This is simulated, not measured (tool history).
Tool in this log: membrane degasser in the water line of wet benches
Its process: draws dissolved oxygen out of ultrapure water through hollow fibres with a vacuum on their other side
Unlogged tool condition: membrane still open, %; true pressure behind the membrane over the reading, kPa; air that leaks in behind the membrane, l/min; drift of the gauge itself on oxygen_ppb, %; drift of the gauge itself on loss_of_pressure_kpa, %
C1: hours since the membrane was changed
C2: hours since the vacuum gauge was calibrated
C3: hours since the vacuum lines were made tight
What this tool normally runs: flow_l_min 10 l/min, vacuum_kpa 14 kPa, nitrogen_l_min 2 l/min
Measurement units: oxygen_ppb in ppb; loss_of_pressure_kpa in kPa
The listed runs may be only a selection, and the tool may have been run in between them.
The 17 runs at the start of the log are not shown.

{"run": 18, "hour": 2074.3, "flow_l_min": 10, "vacuum_kpa": 8.8, "nitrogen_l_min": 2, "C1": 4078, "C2": 433, "C3": 2672, "oxygen_ppb": 96, "loss_of_pressure_kpa": 58.59}
{"run": 19, "hour": 2202.4, "flow_l_min": 10, "vacuum_kpa": 8.8, "nitrogen_l_min": 2, "C1": 4206, "C2": 561, "C3": 2800, "oxygen_ppb": 98.6, "loss_of_pressure_kpa": 58.66}
{"run": 20, "hour": 2285.4, "flow_l_min": 10, "vacuum_kpa": 8.8, "nitrogen_l_min": 1.02, "C1": 4289, "C2": 644, "C3": 2883, "oxygen_ppb": 159.3, "loss_of_pressure_kpa": 58.43}
{"run": 21, "hour": 2403.8, "flow_l_min": 7, "vacuum_kpa": 14, "nitrogen_l_min": 1.82, "C1": 4408, "C2": 762, "C3": 3002, "oxygen_ppb": 109.5, "loss_of_pressure_kpa": 41.28}
{"run": 22, "hour": 2565.7, "flow_l_min": 10, "vacuum_kpa": 14, "nitrogen_l_min": 1.14, "C1": 4570, "C2": 924, "C3": 3164, "oxygen_ppb": 254.7, "loss_of_pressure_kpa": 58.99}
{"run": 23, "hour": 2727.6, "flow_l_min": 10, "vacuum_kpa": 14, "nitrogen_l_min": 1.14, "C1": 4731, "C2": 1086, "C3": 3325, "oxygen_ppb": 249, "loss_of_pressure_kpa": 58.95}
{"run": 24, "hour": 2908.0, "flow_l_min": 10, "vacuum_kpa": 13.4, "nitrogen_l_min": 2, "C1": 4912, "C2": 1266, "C3": 3506, "oxygen_ppb": 154.3, "loss_of_pressure_kpa": 58.78}
{"run": 25, "hour": 3058.3, "flow_l_min": 8, "vacuum_kpa": 33.3, "nitrogen_l_min": 2, "C1": 5062, "C2": 1417, "C3": 3656, "oxygen_ppb": 304.9, "loss_of_pressure_kpa": 46.71}
{"run": 26, "hour": 3228.0, "flow_l_min": 8, "vacuum_kpa": 33.3, "nitrogen_l_min": 2, "C1": 5232, "C2": 1586, "C3": 3826, "oxygen_ppb": 304.8, "loss_of_pressure_kpa": 47.14}
{"run": 27, "hour": 3406.9, "flow_l_min": 13, "vacuum_kpa": 14, "nitrogen_l_min": 1.42, "C1": 5411, "C2": 1765, "C3": 4005, "oxygen_ppb": 326.1, "loss_of_pressure_kpa": 76.58}
{"run": 28, "hour": 3502.1, "flow_l_min": 13, "vacuum_kpa": 14, "nitrogen_l_min": 1.42, "C1": 5506, "C2": 1861, "C3": 4100, "oxygen_ppb": 327.1, "loss_of_pressure_kpa": 76.36}
{"run": 29, "hour": 3628.4, "flow_l_min": 13, "vacuum_kpa": 18.3, "nitrogen_l_min": 1.41, "C1": 5632, "C2": 1987, "C3": 4226, "oxygen_ppb": 413.4, "loss_of_pressure_kpa": 76.6}
{"run": 30, "hour": 3724.1, "flow_l_min": 6, "vacuum_kpa": 10.5, "nitrogen_l_min": 3.79, "C1": 5728, "C2": 2083, "C3": 4322, "oxygen_ppb": 32.6, "loss_of_pressure_kpa": 35.33}
{"run": 31, "hour": 3849.0, "flow_l_min": 10, "vacuum_kpa": 13, "nitrogen_l_min": 2, "C1": 5853, "C2": 2207, "C3": 4447, "oxygen_ppb": 149.3, "loss_of_pressure_kpa": 58.84}

Alternative continuations, all from the tool just after run 31; predict every row:
{"run": "A", "hour": 3953.5, "flow_l_min": 10, "vacuum_kpa": 14, "nitrogen_l_min": 2.85, "C1": 5957, "C2": 2312, "C3": 4551, "oxygen_ppb": "?", "loss_of_pressure_kpa": "?"}
{"run": "B", "hour": 3953.5, "flow_l_min": 15, "vacuum_kpa": 13, "nitrogen_l_min": 3.99, "C1": 5957, "C2": 2312, "C3": 4551, "oxygen_ppb": "?", "loss_of_pressure_kpa": "?"}
{"run": "C", "hour": 3953.5, "flow_l_min": 8, "vacuum_kpa": 10.6, "nitrogen_l_min": 4.19, "C1": 5957, "C2": 2312, "C3": 4551, "oxygen_ppb": "?", "loss_of_pressure_kpa": "?"}
{"run": "D", "hour": 3953.5, "flow_l_min": 10, "vacuum_kpa": 14, "nitrogen_l_min": 4.74, "C1": 5957, "C2": 2312, "C3": 4551, "oxygen_ppb": "?", "loss_of_pressure_kpa": "?"}

run=A oxygen_ppb=124 loss_of_pressure_kpa=58.89
run=B oxygen_ppb=251.3 loss_of_pressure_kpa=88.7
run=C oxygen_ppb=46 loss_of_pressure_kpa=47.14
run=D oxygen_ppb=86.2 loss_of_pressure_kpa=58.82
Stripped of hidden state, with their random variation kept, the same runs would have yielded:
run=A oxygen_ppb=117.7 loss_of_pressure_kpa=58.01
run=B oxygen_ppb=239.4 loss_of_pressure_kpa=87.38
run=C oxygen_ppb=43.2 loss_of_pressure_kpa=46.44
run=D oxygen_ppb=81.4 loss_of_pressure_kpa=57.94
